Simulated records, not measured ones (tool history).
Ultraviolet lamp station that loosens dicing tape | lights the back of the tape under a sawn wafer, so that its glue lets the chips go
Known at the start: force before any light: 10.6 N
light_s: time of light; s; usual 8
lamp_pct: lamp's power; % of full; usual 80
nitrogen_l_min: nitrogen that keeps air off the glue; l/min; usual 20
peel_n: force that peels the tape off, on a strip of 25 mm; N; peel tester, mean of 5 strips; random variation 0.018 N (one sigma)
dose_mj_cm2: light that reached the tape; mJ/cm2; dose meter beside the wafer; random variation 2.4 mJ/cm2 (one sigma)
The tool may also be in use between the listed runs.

run    hour  light_s  lamp_pct  nitrogen_l_min  peel_n  dose_mj_cm2
  1       0        8        80              20   0.848          276
  2    23.1        8        80              20   0.865          269
  3    71.2        8        80              20   0.848          264
  4   108.8        8        67              20    1.25          225
  5   146.7        8        67              20   1.249          223
  6     196        8        80              27   0.725          270
  7   239.3        5        80              20   2.155          165
  8   291.6        5        80              20   2.151          165
  9   328.2        5        80              20   2.104          171
 10   355.5        5        80              20   2.114          170
 11   405.3        8        80              20   0.882          267
 12   429.9        6        80              20   1.529          208
 13   454.9        6        80              20   1.567          201
 14   489.7        6        80              20   1.552          201
 15     539        6        80              20   1.552          201
 16   571.6        6        80              20   1.529          205
 17   609.5        6        80              20   1.517          202
 18   659.1        6        80              20   1.562          203
 19   695.7        5        92               8   2.681          193
 20   732.1        7        61              39   1.427          177
 21   756.1        5        97              20   1.579          205
 22     805        9        90              33   0.344          342
 23   832.1       15        90              18   0.143          563
 24   854.9        8        80              30   0.687          268
 25   889.6        8        73              20   1.085          247
 26   923.1        8        73              20   1.063          246
 27   968.9        7        67              21   1.636          196
 28  1004.7        8        97               8   1.092          335
 29  1040.8        5        92              13   2.132          196
 30  1069.6        5        92              13   2.147          195
 31  1103.1        6        70               8   3.086          177
 32  1128.1        6        70               8   2.963          176
 33  1157.2        5        80              20   2.139          167

Not shown: 1 entry that the log had between the listed runs. Between which runs, and how does the tool's hidden state differ before and after?
Between runs 25 and 26: window cleaned of glue's vapour (hour 898.2)
  light that the window lets through, % of a clean one's: 99.9 -> 100
